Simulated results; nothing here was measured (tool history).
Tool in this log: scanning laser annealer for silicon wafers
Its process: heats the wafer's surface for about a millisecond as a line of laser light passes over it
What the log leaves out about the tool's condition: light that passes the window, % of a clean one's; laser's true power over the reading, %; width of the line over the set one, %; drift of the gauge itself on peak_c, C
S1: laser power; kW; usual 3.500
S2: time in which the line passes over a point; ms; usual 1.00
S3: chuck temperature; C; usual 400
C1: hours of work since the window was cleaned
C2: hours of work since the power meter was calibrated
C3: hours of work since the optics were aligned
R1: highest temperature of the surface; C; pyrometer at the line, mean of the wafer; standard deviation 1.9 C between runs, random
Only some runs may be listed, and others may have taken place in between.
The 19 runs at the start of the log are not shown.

Run 20, hour 320.5: usual settings but S1 3.582 kW, S3 420 C; C1 51; C2 6; C3 389. Result: R1 1239 C.
Run 21, hour 338.3: usual settings but S1 3.301 kW, S3 361 C; C1 60; C2 14; C3 398. Result: R1 1107 C.
Run 22, hour 355.6: usual settings but S1 3.301 kW, S2 1.22 ms, S3 380 C; C1 68; C2 23; C3 406. Result: R1 1207 C.
Run 23, hour 373.8: usual settings but S1 3.301 kW, S2 1.22 ms, S3 380 C; C1 77; C2 32; C3 415. Result: R1 1202 C.
Run 24, hour 394.9: usual settings but S1 3.680 kW, S2 0.89 ms; C1 88; C2 42; C3 425. Result: R1 1195 C.
Run 25, hour 415.9: usual settings but S1 3.446 kW, S2 0.73 ms, S3 417 C; C1 98; C2 52; C3 436. Result: R1 1082 C.
Run 26, hour 431.4: usual settings but S1 3.023 kW, S2 0.75 ms, S3 387 C; C1 105; C2 60; C3 443. Result: R1 966 C.
Run 27, hour 447.6: usual settings but S2 1.10 ms, S3 416 C; C1 113; C2 68; C3 451. Result: R1 1252 C.
Run 28, hour 466.0: usual settings but S2 1.10 ms, S3 416 C; C1 122; C2 77; C3 460. Result: R1 1249 C.
Run 29, hour 487.3: usual settings but S2 1.10 ms, S3 416 C; C1 133; C2 87; C3 470. Result: R1 1249 C.
Run 30, hour 497.4: usual settings but S1 3.031 kW, S2 1.10 ms, S3 379 C; C1 137; C2 92; C3 475. Result: R1 1088 C.

Predict each of these 4 candidate next runs independently; none follows another, all start after run 30:
Run A, hour 512.1: usual settings but S2 1.08 ms, S3 434 C; C1 145; C2 99; C3 482. Result: R1 ?.
Run B, hour 512.1: usual settings but S1 3.195 kW, S2 0.71 ms, S3 365 C; C1 145; C2 99; C3 482. Result: R1 ?.
Run C, hour 512.1: usual settings but S1 3.714 kW, S2 0.90 ms, S3 379 C; C1 145; C2 99; C3 482. Result: R1 ?.
Run D, hour 512.1: usual settings but S1 3.036 kW; C1 145; C2 99; C3 482. Result: R1 ?.

run    R1
  A  1260
  B   962
  C  1188
  D  1074
Had the tool no hidden state, the same runs would have come out as:
run    R1
  A  1281
  B   977
  C  1208
  D  1090
